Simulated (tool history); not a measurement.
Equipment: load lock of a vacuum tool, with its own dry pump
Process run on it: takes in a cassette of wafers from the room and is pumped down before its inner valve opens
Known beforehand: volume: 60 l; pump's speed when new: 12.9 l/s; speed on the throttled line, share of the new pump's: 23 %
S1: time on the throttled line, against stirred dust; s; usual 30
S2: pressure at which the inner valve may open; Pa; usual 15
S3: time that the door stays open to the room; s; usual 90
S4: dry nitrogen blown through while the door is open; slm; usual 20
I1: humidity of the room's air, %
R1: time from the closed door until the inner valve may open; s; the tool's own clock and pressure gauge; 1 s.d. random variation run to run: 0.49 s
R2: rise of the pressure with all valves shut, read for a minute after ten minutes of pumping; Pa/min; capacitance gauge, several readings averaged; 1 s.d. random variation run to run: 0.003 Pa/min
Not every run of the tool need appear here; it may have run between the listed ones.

run,hour,S1,S2,S3,S4,I1,R1,R2
1,0.0,30,15,90,20,43.9,65.8,0.302
2,366.1,30,15,129,20,44.0,67.8,0.324
3,774.8,30,15,90,6,46.4,66.9,0.336
4,1246.3,30,15,90,6,42.9,67.5,0.362
5,1766.1,30,15,90,6,42.3,67.1,0.379
6,2065.7,30,15,90,6,46.6,67.8,0.391
7,2531.5,30,21,90,20,48.8,66.6,0.402
# hour 2880.8: door's seal changed, seat wiped
8,3034.8,30,21,90,20,45.0,67.4,0.032
9,3465.7,30,15,84,20,44.5,70.0,0.032
10,3990.5,30,15,84,6,46.4,69.7,0.043
11,4523.3,30,15,90,20,44.2,70.1,0.040
12,4975.2,30,15,90,20,42.4,71.5,0.043
13,5290.1,30,15,90,20,46.9,71.9,0.050
14,5765.5,30,15,90,20,46.0,72.9,0.057
15,6231.9,30,15,90,20,45.8,72.6,0.059
16,6796.7,30,15,90,20,42.2,73.2,0.071
17,7184.5,30,15,90,20,49.7,73.3,0.081
18,7610.1,30,15,90,20,43.8,74.2,0.077
19,8257.6,30,15,90,20,42.5,75.4,0.089
20,8600.7,30,15,90,20,41.5,75.3,0.094
21,8996.8,30,27,90,26,44.2,71.4,0.102
# hour 9180.8: dry pump taken out, an overhauled one fitted
22,9410.5,53,27,198,29,44.1,79.9,0.128
23,10025.5,53,27,198,29,48.7,80.5,0.138
24,10634.3,15,12,65,12,44.3,56.1,0.137
25,11160.4,15,12,65,12,46.5,56.2,0.141
26,11727.7,15,12,65,12,44.0,56.6,0.155
27,12382.0,30,15,63,20,46.0,67.3,0.166
28,12657.5,30,16,90,19,44.5,67.9,0.175
29,13206.4,30,24,31,19,43.5,66.0,0.174
30,13533.7,33,24,31,19,46.9,68.4,0.187
31,14050.0,30,17,174,6,44.8,68.1,0.239
32,14549.8,30,17,174,6,46.1,69.0,0.253
33,14828.4,16,15,90,12,46.0,58.8,0.243
34,15214.9,39,15,215,20,46.2,76.9,0.271

What does the tool deliver on the next run?
35,15700.6,39,15,215,20,42.8,?,?

R1: 77.3 s
R2: 0.281 Pa/min
Take away the tool's hidden state, keep the run-to-run variation as it was, and the same run would have given R1 71.4 s, R2 0.052 Pa/min.
